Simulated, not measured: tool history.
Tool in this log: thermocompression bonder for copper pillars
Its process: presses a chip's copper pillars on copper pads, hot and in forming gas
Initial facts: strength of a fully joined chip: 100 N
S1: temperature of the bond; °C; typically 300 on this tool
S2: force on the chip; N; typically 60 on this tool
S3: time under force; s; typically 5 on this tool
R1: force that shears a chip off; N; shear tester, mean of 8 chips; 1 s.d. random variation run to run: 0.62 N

Run 1, hour 0.0: usual settings. Result: R1 71.5 N.
Run 2, hour 15.6: usual settings. Result: R1 70.6 N.
Run 3, hour 32.2: usual settings. Result: R1 71.8 N.
Run 4, hour 40.8: usual settings but S2 81 N. Result: R1 83.8 N.
Run 5, hour 49.9: usual settings but S2 81 N. Result: R1 83.4 N.
Run 6, hour 64.4: usual settings. Result: R1 69.8 N.
Run 7, hour 75.6: usual settings but S3 8 s. Result: R1 77.0 N.
Run 8, hour 86.3: usual settings but S2 38 N. Result: R1 48.4 N.
Run 9, hour 95.6: usual settings but S2 38 N. Result: R1 48.6 N.
At hour 111.9: forming gas filter changed.
Run 10, hour 116.5: usual settings but S1 326 °C, S2 38 N. Result: R1 62.9 N.
Run 11, hour 126.4: usual settings but S1 326 °C, S2 38 N. Result: R1 62.2 N.
Run 12, hour 138.5: usual settings but S1 326 °C, S2 38 N. Result: R1 62.4 N.
Run 13, hour 154.1: usual settings but S1 326 °C, S2 38 N. Result: R1 63.2 N.
Run 14, hour 174.0: usual settings but S1 326 °C, S2 38 N. Result: R1 63.4 N.
Run 15, hour 189.9: usual settings but S2 61 N. Result: R1 73.7 N.
Run 16, hour 206.2: usual settings but S2 61 N. Result: R1 74.8 N.
Run 17, hour 222.9: usual settings but S2 61 N, S3 3 s. Result: R1 65.4 N.
Run 18, hour 233.2: usual settings but S2 61 N, S3 3 s. Result: R1 65.4 N.
Run 19, hour 246.3: usual settings but S2 61 N, S3 3 s. Result: R1 65.2 N.
Run 20, hour 263.1: usual settings but S2 61 N, S3 3 s. Result: R1 64.3 N.
Run 21, hour 280.1: usual settings. Result: R1 72.3 N.
Run 22, hour 297.3: usual settings but S2 39 N, S3 13 s. Result: R1 67.9 N.
Run 23, hour 313.8: usual settings but S1 308 °C, S2 80 N, S3 9 s. Result: R1 93.2 N.
Run 24, hour 329.0: usual settings but S1 314 °C, S2 69 N, S3 12 s. Result: R1 90.7 N.
Run 25, hour 342.8: usual settings but S1 314 °C, S2 69 N, S3 12 s. Result: R1 92.2 N.
Run 26, hour 361.4: usual settings but S1 314 °C, S2 69 N, S3 12 s. Result: R1 93.8 N.
Run 27, hour 381.9: usual settings but S1 290 °C, S2 46 N. Result: R1 53.8 N.
Run 28, hour 394.8: usual settings but S1 290 °C, S2 46 N. Result: R1 53.8 N.
Run 29, hour 409.2: usual settings but S1 290 °C, S2 46 N. Result: R1 55.2 N.
Run 30, hour 422.0: usual settings but S1 306 °C, S2 37 N. Result: R1 49.1 N.
Run 31, hour 434.9: usual settings but S1 306 °C, S2 37 N. Result: R1 51.0 N.
Run 32, hour 446.0: usual settings but S1 306 °C, S2 83 N. Result: R1 87.8 N.
Run 33, hour 454.8: usual settings but S1 316 °C. Result: R1 76.9 N.
At hour 461.2: forming gas filter changed.
Run 34, hour 469.4: usual settings but S1 316 °C. Result: R1 82.5 N.
Run 35, hour 483.8: usual settings but S1 316 °C. Result: R1 82.6 N.
At hour 490.4: heater calibrated with a thermocouple chip.
Run 36, hour 503.2: usual settings but S1 290 °C, S3 6 s. Result: R1 67.1 N.
Run 37, hour 519.5: usual settings but S1 306 °C, S2 56 N, S3 6 s. Result: R1 71.9 N.
Run 38, hour 529.8: usual settings but S1 304 °C, S2 70 N. Result: R1 77.7 N.
Run 39, hour 542.4: usual settings but S1 304 °C, S2 70 N. Result: R1 78.9 N.
Run 40, hour 551.0: usual settings but S1 281 °C, S3 13 s. Result: R1 75.9 N.
Run 41, hour 559.4: usual settings but S1 281 °C, S3 13 s. Result: R1 76.6 N.

Some steps in R1 between neighbouring runs. How much of each would the tool show without its hidden state too (settings, what came in, random variation), and how much is left for the hidden state, with any gauge scatter that isn't in both results?
What the log doesn't record here: true temperature of the bond over the reading, C; force that reaches the chip, % of what is set; oxide that the forming gas leaves, % of the face; drift of the gauge itself on shear_n, %.
Run 7 -> 8: S2 60 -> 38, S3 8 -> 5. R1 -28.6 N: hidden state +1.7, all else -30.3.
Run 22 -> 23: S1 300 -> 308, S2 39 -> 80, S3 13 -> 9. R1 +25.3 N: hidden state -4.6, all else +29.9.
Run 26 -> 27: S1 314 -> 290, S2 69 -> 46, S3 12 -> 5. R1 -40.0 N: hidden state +5.3, all else -45.3.
Run 31 -> 32: S2 37 -> 83. R1 +36.8 N: hidden state -3.9, all else +40.7.
Run 35 -> 36: S1 316 -> 290, S3 5 -> 6, heater calibrated with a thermocouple chip. R1 -15.5 N: hidden state -4.9, all else -10.6.

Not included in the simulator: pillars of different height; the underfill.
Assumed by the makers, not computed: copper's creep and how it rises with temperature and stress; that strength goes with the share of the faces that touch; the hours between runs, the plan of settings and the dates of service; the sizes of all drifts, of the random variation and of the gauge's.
